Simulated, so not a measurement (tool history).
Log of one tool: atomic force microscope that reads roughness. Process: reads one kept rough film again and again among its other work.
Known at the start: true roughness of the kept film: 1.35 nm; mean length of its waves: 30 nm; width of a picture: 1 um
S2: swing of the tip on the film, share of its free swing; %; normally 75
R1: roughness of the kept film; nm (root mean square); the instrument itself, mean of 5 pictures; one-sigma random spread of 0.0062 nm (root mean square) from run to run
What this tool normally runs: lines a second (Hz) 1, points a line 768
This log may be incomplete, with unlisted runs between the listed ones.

Run 1, day 0: usual settings. Result: R1 1.129 nm (root mean square).
Run 2, day 1.271: usual settings but S2 69 %. Result: R1 1.14 nm (root mean square).
Run 3, day 2.004: usual settings but S2 69 %. Result: R1 1.128 nm (root mean square).
Run 4, day 2.621: usual settings but S2 69 %. Result: R1 1.105 nm (root mean square).
At day 3.775: new tip fitted.
Run 5, day 4.075: usual settings but S2 69 %. Result: R1 1.211 nm (root mean square).
Run 6, day 4.938: usual settings but S2 69 %. Result: R1 1.19 nm (root mean square).
Run 7, day 5.804: usual settings but S2 69 %. Result: R1 1.172 nm (root mean square).
Run 8, day 6.717: usual settings but S2 69 %. Result: R1 1.156 nm (root mean square).
Run 9, day 7.633: usual settings but S2 69 %. Result: R1 1.141 nm (root mean square).
Run 10, day 8.758: usual settings but lines a second (Hz) 2.18. Result: R1 1.023 nm (root mean square).
Run 11, day 10.125: usual settings but lines a second (Hz) 2.18. Result: R1 0.999 nm (root mean square).
At day 10.675: new tip fitted.
Run 12, day 11.558: usual settings but lines a second (Hz) 2.18. Result: R1 1.107 nm (root mean square).
Run 13, day 12.875: usual settings but lines a second (Hz) 2.18. Result: R1 1.075 nm (root mean square).
Run 14, day 14.279: usual settings but lines a second (Hz) 3.95, S2 56 %. Result: R1 1.124 nm (root mean square).
Run 15, day 15.721: usual settings but lines a second (Hz) 2.35, points a line 260. Result: R1 1.01 nm (root mean square).
Run 16, day 16.383: usual settings but lines a second (Hz) 1.58, S2 83 %, points a line 372. Result: R1 1.018 nm (root mean square).
Run 17, day 17.262: usual settings but lines a second (Hz) 1.05, S2 57 %. Result: R1 1.13 nm (root mean square).
At day 17.696: new tip fitted.
Run 18, day 18.546: usual settings but lines a second (Hz) 2.85, points a line 472. Result: R1 1.051 nm (root mean square).
Run 19, day 19.838: usual settings but lines a second (Hz) 3.19, points a line 472. Result: R1 1.02 nm (root mean square).
Run 20, day 20.854: usual settings but lines a second (Hz) 2.93, S2 84 %, points a line 438. Result: R1 0.931 nm (root mean square).
Run 21, day 22.212: usual settings but lines a second (Hz) 2.57, S2 80 %, points a line 778. Result: R1 0.97 nm (root mean square).
Run 22, day 23.225: usual settings but lines a second (Hz) 0.91, S2 76 %. Result: R1 1.104 nm (root mean square).
Run 23, day 24.35: usual settings but lines a second (Hz) 0.51, S2 76 %, points a line 494. Result: R1 1.127 nm (root mean square).
At day 24.712: new tip fitted.
Run 24, day 25.783: usual settings but lines a second (Hz) 0.73. Result: R1 1.194 nm (root mean square).
Run 25, day 26.838: usual settings but lines a second (Hz) 0.73. Result: R1 1.177 nm (root mean square).
Run 26, day 27.554: usual settings but lines a second (Hz) 0.73. Result: R1 1.169 nm (root mean square).

Alternative continuations, all from the tool just after run 26; predict every row:
Run A, day 28.35: usual settings but lines a second (Hz) 0.59, S2 58 %. Result: R1 ?.
Run B, day 28.35: usual settings but S2 73 %. Result: R1 ?.
Run C, day 28.35: usual settings but S2 80 %, points a line 484. Result: R1 ?.
Run D, day 28.35: usual settings but lines a second (Hz) 3.71, S2 68 %, points a line 291. Result: R1 ?.
Run E, day 28.35: usual settings but points a line 823. Result: R1 ?.

run     R1
  A  1.191
  B  1.143
  C  1.107
  D  1.023
  E  1.129
With the hidden condition removed and each run's random variation left untouched, the same runs would have given:
run     R1
  A  1.257
  B  1.206
  C  1.169
  D  1.079
  E  1.192

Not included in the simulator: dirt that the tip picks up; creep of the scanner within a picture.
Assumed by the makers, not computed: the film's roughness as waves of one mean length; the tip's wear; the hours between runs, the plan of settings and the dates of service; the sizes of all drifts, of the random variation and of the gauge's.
